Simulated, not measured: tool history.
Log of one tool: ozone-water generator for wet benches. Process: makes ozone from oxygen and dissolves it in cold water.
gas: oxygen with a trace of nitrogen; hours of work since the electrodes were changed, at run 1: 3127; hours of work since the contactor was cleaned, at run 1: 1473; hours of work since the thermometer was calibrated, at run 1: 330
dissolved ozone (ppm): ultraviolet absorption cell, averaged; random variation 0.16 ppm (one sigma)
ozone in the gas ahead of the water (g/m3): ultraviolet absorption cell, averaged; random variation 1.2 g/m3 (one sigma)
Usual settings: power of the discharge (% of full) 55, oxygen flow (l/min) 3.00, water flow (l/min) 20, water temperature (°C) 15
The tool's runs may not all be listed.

| run | hour | power of the discharge (% of full) | oxygen flow (l/min) | water flow (l/min) | water temperature (°C) | hours of work since the electrodes were changed | hours of work since the contactor was cleaned | hours of work since the thermometer was calibrated | dissolved ozone (ppm) | ozone in the gas ahead of the water (g/m3) |
|---|---|---|---|---|---|---|---|---|---|---|
| 1 | 0.0 | 55 | 3.00 | 20 | 15 | 3127 | 1473 | 330 | 19.9 | 223.8 |
| 2 | 211.7 | 55 | 4.54 | 20 | 15 | 3256 | 1601 | 459 | 22.9 | 196.6 |
| 3 | 351.3 | 55 | 4.54 | 20 | 15 | 3341 | 1686 | 544 | 22.4 | 196.1 |
| 4 | 467.2 | 55 | 4.54 | 17 | 15 | 3411 | 1756 | 614 | 25.7 | 195.6 |
| 5 | 593.0 | 55 | 4.54 | 17 | 15 | 3488 | 1833 | 690 | 25.7 | 194.7 |
| 6 | 794.9 | 55 | 4.54 | 17 | 15 | 3610 | 1955 | 813 | 25.4 | 197.4 |
| 7 | 1005.9 | 55 | 4.54 | 17 | 13 | 3738 | 2084 | 941 | 26.3 | 196.0 |
| 8 | 1180.7 | 55 | 4.54 | 17 | 13 | 3845 | 2190 | 1048 | 26.6 | 196.0 |
| 9 | 1316.7 | 83 | 1.74 | 20 | 15 | 3927 | 2272 | 1130 | 20.0 | 343.6 |
| 10 | 1467.8 | 83 | 1.74 | 29 | 15 | 4019 | 2364 | 1222 | 13.9 | 343.7 |
| 11 | 1576.5 | 47 | 3.37 | 29 | 15 | 4085 | 2430 | 1288 | 13.4 | 201.2 |
| 12 | 1699.2 | 88 | 3.00 | 19 | 15 | 4160 | 2505 | 1362 | 27.1 | 299.6 |
| 13 | 1826.6 | 49 | 3.00 | 22 | 15 | 4237 | 2582 | 1440 | 17.3 | 214.4 |
| 14 | 1992.6 | 49 | 3.00 | 22 | 15 | 4338 | 2683 | 1541 | 16.9 | 212.3 |
| 15 | 2087.9 | 55 | 3.00 | 22 | 13 | 4396 | 2741 | 1599 | 18.7 | 226.4 |
| 16 | 2317.9 | 60 | 3.34 | 16 | 10 | 4535 | 2881 | 1738 | 27.5 | 230.9 |

Forecast each of these 5 alternatives for the next run:
| A | 2476.4 | 80 | 4.19 | 16 | 13 | 4632 | 2977 | 1835 | ? | ? |
| B | 2476.4 | 60 | 3.33 | 16 | 10 | 4632 | 2977 | 1835 | ? | ? |
| C | 2476.4 | 63 | 2.67 | 16 | 17 | 4632 | 2977 | 1835 | ? | ? |
| D | 2476.4 | 49 | 1.91 | 25 | 15 | 4632 | 2977 | 1835 | ? | ? |
| E | 2476.4 | 77 | 3.34 | 16 | 10 | 4632 | 2977 | 1835 | ? | ? |

| run | dissolved ozone (ppm) | ozone in the gas ahead of the water (g/m3) |
|---|---|---|
| A | 33.4 | 254.4 |
| B | 27.4 | 233.0 |
| C | 24.5 | 256.2 |
| D | 12.5 | 248.3 |
| E | 31.6 | 268.1 |
Without the tool's hidden state the same runs would have given:
| run | dissolved ozone (ppm) | ozone in the gas ahead of the water (g/m3) |
|---|---|---|
| A | 33.4 | 250.0 |
| B | 27.5 | 228.9 |
| C | 24.6 | 251.7 |
| D | 12.5 | 243.9 |
| E | 31.6 | 263.5 |
